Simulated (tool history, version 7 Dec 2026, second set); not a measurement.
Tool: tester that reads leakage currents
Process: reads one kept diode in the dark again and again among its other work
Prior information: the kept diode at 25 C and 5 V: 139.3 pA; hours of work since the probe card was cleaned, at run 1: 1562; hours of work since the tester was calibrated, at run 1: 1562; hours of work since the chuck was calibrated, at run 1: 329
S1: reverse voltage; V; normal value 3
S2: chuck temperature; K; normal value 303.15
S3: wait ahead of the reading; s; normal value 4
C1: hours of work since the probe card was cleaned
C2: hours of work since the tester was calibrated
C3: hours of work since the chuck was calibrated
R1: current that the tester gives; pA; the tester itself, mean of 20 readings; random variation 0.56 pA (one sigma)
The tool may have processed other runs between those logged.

run    hour    S1      S2    S3    C1    C2    C3      R1
  1       0     3  303.15     4  1562  1562   329  180.29
  2    61.8     3  303.15     4  1605  1605   373  180.14
  3    98.1  1.48  303.15     4  1631  1631   398  141.94
  4   166.4  1.48  303.15     4  1679  1679   447  141.63
  5   207.7  1.48  303.15     4  1708  1708   476  141.53
  6   297.7  1.48  303.15     4  1772  1772   539  140.32
  7   372.1  1.48  303.15     4  1824  1824   592  138.57
  8     462     3  303.15   1.3  1888  1888   655  174.51
  9   508.8     3  303.15   1.3  1921  1921   688  175.52
 10   585.1     3  300.15     4  1975  1975   742  134.07
 11   651.1     3  294.15     4  2022  2022   789   78.07
 12   716.7     3  294.15     4  2068  2068   835   77.71
 13   795.1     3  294.15     4  2123  2123   891   77.15
 14   871.9     3  294.15     4  2178  2178   945   76.83
 15   922.9     3  294.15     4  2214  2214   981   76.34
 16   960.6     3  294.15     4  2240  2240  1008   76.23
 17  1044.4     3  294.15     4  2299  2299  1067   75.92
     1052.7  -- chuck's temperature calibrated
 18    1105  3.57  320.15  4.08  2341  2341    37  688.17
 19    1166  1.34  298.15  0.65  2384  2384    80   76.94
 20  1240.6  1.34  298.15  0.65  2437  2437   133   76.16
     1247.8  -- chuck's temperature calibrated, once more
 21  1328.6  2.59  297.15  3.23  2497  2497    57  106.58
 22  1393.1  2.59  318.15  3.23  2543  2543   103  622.48
 23  1434.3  2.59  318.15  3.23  2572  2572   132  619.83
 24  1512.9  2.59  318.15  3.23  2628  2628   187  616.62
 25  1582.6  1.85  293.15     4  2677  2677   236   65.22
 26  1622.4  1.85  293.15     4  2705  2705   265    64.9
 27    1673  1.85  293.15     4  2741  2741   300   64.33
 28  1761.1  1.85  293.15     4  2803  2803   363   64.45
 29  1836.4  1.85  318.15     4  2856  2856   416  543.83
 30  1903.2  1.85  319.15     4  2903  2903   463  583.29

Forecast each of these 3 alternatives for the next run:
  A  1970.8   1.85  330.15  0.51  2951  2951  511   ?
  B  1970.8  14.99  301.15  4.55  2951  2951  511   ?
  C  1970.8  11.97  331.15  5.02  2951  2951  511   ?

run       R1
  A  1360.25
  B   273.02
  C  2676.08
The same runs, with their run-to-run variation unchanged, on a tool lacking any hidden condition would have given:
run       R1
  A   1435.8
  B   260.19
  C  2807.13
